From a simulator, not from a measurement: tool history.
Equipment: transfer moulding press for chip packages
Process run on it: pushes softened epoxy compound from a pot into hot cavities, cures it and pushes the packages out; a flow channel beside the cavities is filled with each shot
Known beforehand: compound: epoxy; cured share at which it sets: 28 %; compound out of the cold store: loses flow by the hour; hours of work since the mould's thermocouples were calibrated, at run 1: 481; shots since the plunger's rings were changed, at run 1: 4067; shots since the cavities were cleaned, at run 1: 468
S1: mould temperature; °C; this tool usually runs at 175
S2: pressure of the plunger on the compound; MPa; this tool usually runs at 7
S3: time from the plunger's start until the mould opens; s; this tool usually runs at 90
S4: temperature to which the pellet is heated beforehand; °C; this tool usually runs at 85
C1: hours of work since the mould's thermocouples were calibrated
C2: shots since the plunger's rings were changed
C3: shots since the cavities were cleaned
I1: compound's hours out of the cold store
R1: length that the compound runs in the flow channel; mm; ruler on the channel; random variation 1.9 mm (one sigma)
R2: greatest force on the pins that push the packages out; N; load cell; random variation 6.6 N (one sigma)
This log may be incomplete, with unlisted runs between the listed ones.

{"run": 1, "hour": 0.0, "S1": 175, "S2": 7, "S3": 90, "S4": 85, "C1": 481, "C2": 4067, "C3": 468, "I1": 23.9, "R1": 700, "R2": 361}
{"run": 2, "hour": 21.4, "S1": 175, "S2": 7, "S3": 90, "S4": 85, "C1": 492, "C2": 4299, "C3": 700, "I1": 15.1, "R1": 723, "R2": 393}
{"run": 3, "hour": 46.2, "S1": 175, "S2": 7, "S3": 90, "S4": 88, "C1": 504, "C2": 4567, "C3": 968, "I1": 25.8, "R1": 700, "R2": 408}
{"hour": 54.4, "done": "cavities cleaned with cleaning compound and waxed"}
{"run": 4, "hour": 78.5, "S1": 175, "S2": 7, "S3": 90, "S4": 88, "C1": 520, "C2": 4900, "C3": 261, "I1": 28.9, "R1": 688, "R2": 346}
{"run": 5, "hour": 94.2, "S1": 175, "S2": 7, "S3": 90, "S4": 88, "C1": 528, "C2": 5070, "C3": 431, "I1": 28.4, "R1": 693, "R2": 373}
{"run": 6, "hour": 121.0, "S1": 175, "S2": 7, "S3": 90, "S4": 85, "C1": 542, "C2": 5360, "C3": 721, "I1": 29.6, "R1": 686, "R2": 404}
{"run": 7, "hour": 136.2, "S1": 180, "S2": 7, "S3": 90, "S4": 85, "C1": 549, "C2": 5526, "C3": 887, "I1": 40.4, "R1": 645, "R2": 295}
{"hour": 151.7, "done": "cavities cleaned with cleaning compound and waxed"}
{"run": 8, "hour": 166.4, "S1": 180, "S2": 7, "S3": 90, "S4": 85, "C1": 564, "C2": 5836, "C3": 159, "I1": 28.5, "R1": 671, "R2": 243}
{"hour": 179.4, "done": "mould's thermocouples calibrated"}
{"hour": 188.2, "done": "plunger's sealing rings changed"}
{"run": 9, "hour": 200.7, "S1": 180, "S2": 7, "S3": 90, "S4": 85, "C1": 10, "C2": 134, "C3": 481, "I1": 14.1, "R1": 739, "R2": 289}
{"run": 10, "hour": 223.5, "S1": 180, "S2": 7, "S3": 90, "S4": 85, "C1": 21, "C2": 381, "C3": 728, "I1": 29.1, "R1": 703, "R2": 309}
{"hour": 253.3, "done": "cavities cleaned with cleaning compound and waxed"}
{"run": 11, "hour": 253.6, "S1": 175, "S2": 7, "S3": 98, "S4": 85, "C1": 36, "C2": 692, "C3": 4, "I1": 8.4, "R1": 766, "R2": 267}
{"run": 12, "hour": 267.5, "S1": 175, "S2": 7, "S3": 98, "S4": 85, "C1": 43, "C2": 842, "C3": 154, "I1": 45.9, "R1": 678, "R2": 267}
{"run": 13, "hour": 284.2, "S1": 175, "S2": 6.37, "S3": 90, "S4": 85, "C1": 51, "C2": 1022, "C3": 334, "I1": 41.7, "R1": 652, "R2": 350}
{"run": 14, "hour": 302.2, "S1": 175, "S2": 7, "S3": 106, "S4": 85, "C1": 60, "C2": 1217, "C3": 529, "I1": 20.9, "R1": 734, "R2": 297}
{"run": 15, "hour": 328.4, "S1": 175, "S2": 7, "S3": 106, "S4": 85, "C1": 74, "C2": 1500, "C3": 812, "I1": 16, "R1": 744, "R2": 304}
{"run": 16, "hour": 346.7, "S1": 175, "S2": 6.56, "S3": 78, "S4": 85, "C1": 83, "C2": 1699, "C3": 1011, "I1": 20, "R1": 711, "R2": 628}
{"hour": 350.9, "done": "cavities cleaned with cleaning compound and waxed"}
{"hour": 359.6, "done": "mould's thermocouples calibrated, once more"}
{"run": 17, "hour": 373.6, "S1": 175, "S2": 6.6, "S3": 92, "S4": 85, "C1": 7, "C2": 1952, "C3": 224, "I1": 20.9, "R1": 704, "R2": 306}
{"run": 18, "hour": 402.4, "S1": 169, "S2": 8.65, "S3": 89, "S4": 82, "C1": 22, "C2": 2265, "C3": 537, "I1": 10.2, "R1": 855, "R2": 592}
{"run": 19, "hour": 433.0, "S1": 169, "S2": 8.65, "S3": 89, "S4": 82, "C1": 37, "C2": 2596, "C3": 868, "I1": 10, "R1": 859, "R2": 675}
{"hour": 451.7, "done": "cavities cleaned with cleaning compound and waxed"}
{"run": 20, "hour": 460.3, "S1": 175, "S2": 7, "S3": 104, "S4": 89, "C1": 50, "C2": 2875, "C3": 93, "I1": 20.3, "R1": 723, "R2": 241}
{"run": 21, "hour": 481.8, "S1": 177, "S2": 7, "S3": 129, "S4": 79, "C1": 61, "C2": 3108, "C3": 326, "I1": 30.4, "R1": 687, "R2": 230}
{"run": 22, "hour": 509.6, "S1": 175, "S2": 7.37, "S3": 90, "S4": 85, "C1": 76, "C2": 3409, "C3": 627, "I1": 17, "R1": 744, "R2": 372}
{"run": 23, "hour": 539.8, "S1": 175, "S2": 7.37, "S3": 90, "S4": 85, "C1": 91, "C2": 3736, "C3": 954, "I1": 10.4, "R1": 763, "R2": 422}
{"hour": 548.5, "done": "cavities cleaned with cleaning compound and waxed"}
{"run": 24, "hour": 560.5, "S1": 175, "S2": 7.37, "S3": 90, "S4": 85, "C1": 101, "C2": 3944, "C3": 130, "I1": 18.3, "R1": 740, "R2": 313}
{"run": 25, "hour": 573.7, "S1": 176, "S2": 5.89, "S3": 96, "S4": 85, "C1": 107, "C2": 4087, "C3": 273, "I1": 8.8, "R1": 676, "R2": 279}
{"run": 26, "hour": 601.6, "S1": 175, "S2": 7, "S3": 78, "S4": 85, "C1": 122, "C2": 4388, "C3": 574, "I1": 14.8, "R1": 724, "R2": 512}
{"run": 27, "hour": 616.1, "S1": 175, "S2": 7, "S3": 78, "S4": 85, "C1": 129, "C2": 4546, "C3": 732, "I1": 29.3, "R1": 694, "R2": 533}
{"run": 28, "hour": 631.2, "S1": 175, "S2": 7.17, "S3": 90, "S4": 81, "C1": 137, "C2": 4709, "C3": 895, "I1": 45.4, "R1": 659, "R2": 371}
{"hour": 646.6, "done": "cavities cleaned with cleaning compound and waxed"}
{"run": 29, "hour": 648.3, "S1": 175, "S2": 7.17, "S3": 90, "S4": 81, "C1": 145, "C2": 4877, "C3": 18, "I1": 35.9, "R1": 679, "R2": 287}

Describe how what the log doesn't record of the tool's condition differs between the last listed run preceding each entry between runs and the first listed run following it.
Run 3 -> run 4: cavities cleaned with cleaning compound and waxed (hour 54.4)
  true mould temperature over the reading, C: -1.17 -> -1.21; pressure that reaches the compound, % of what is set: 91.83 -> 91.34; grip of the stained cavities, % over clean ones': 42.5 -> 18.4
  measured value less the no-hidden-state value, R1: -26 -> -28 mm; R2: +142 -> +76 N
Run 7 -> run 8: cavities cleaned with cleaning compound and waxed (hour 151.7)
  true mould temperature over the reading, C: -1.27 -> -1.29; pressure that reaches the compound, % of what is set: 90.41 -> 89.92; grip of the stained cavities, % over clean ones': 42.3 -> 12.9
  measured value less the no-hidden-state value, R1: -30 -> -33 mm; R2: +98 -> +38 N
Run 8 -> run 9: mould's thermocouples calibrated (hour 179.4); plunger's sealing rings changed (hour 188.2)
  true mould temperature over the reading, C: -1.29 -> -1.56; pressure that reaches the compound, % of what is set: 89.92 -> 99.4; grip of the stained cavities, % over clean ones': 12.9 -> 28.6
  measured value less the no-hidden-state value, R1: -33 -> +2 mm; R2: +38 -> +80 N
Run 10 -> run 11: cavities cleaned with cleaning compound and waxed (hour 253.3)
  true mould temperature over the reading, C: -1.58 -> -1.61; pressure that reaches the compound, % of what is set: 99.02 -> 98.52; grip of the stained cavities, % over clean ones': 37.4 -> 1
  measured value less the no-hidden-state value, R1: +1 -> -1 mm; R2: +96 -> +26 N
Run 16 -> run 17: cavities cleaned with cleaning compound and waxed (hour 350.9); mould's thermocouples calibrated, once more (hour 359.6)
  true mould temperature over the reading, C: -1.7 -> 0.03; pressure that reaches the compound, % of what is set: 97.03 -> 96.62; grip of the stained cavities, % over clean ones': 45 -> 15.4
  measured value less the no-hidden-state value, R1: -6 -> -12 mm; R2: +249 -> +40 N
Run 19 -> run 20: cavities cleaned with cleaning compound and waxed (hour 451.7)
  true mould temperature over the reading, C: -0.03 -> -0.05; pressure that reaches the compound, % of what is set: 95.7 -> 95.27; grip of the stained cavities, % over clean ones': 41.7 -> 9.2
  measured value less the no-hidden-state value, R1: -19 -> -18 mm; R2: +199 -> +20 N
Run 23 -> run 24: cavities cleaned with cleaning compound and waxed (hour 548.5)
  true mould temperature over the reading, C: -0.13 -> -0.15; pressure that reaches the compound, % of what is set: 93.91 -> 93.61; grip of the stained cavities, % over clean ones': 43.8 -> 11.7
  measured value less the no-hidden-state value, R1: -24 -> -24 mm; R2: +130 -> +35 N
Run 28 -> run 29: cavities cleaned with cleaning compound and waxed (hour 646.6)
  true mould temperature over the reading, C: -0.22 -> -0.24; pressure that reaches the compound, % of what is set: 92.43 -> 92.16; grip of the stained cavities, % over clean ones': 43.1 -> 3.6
  measured value less the no-hidden-state value, R1: -26 -> -28 mm; R2: +117 -> +15 N
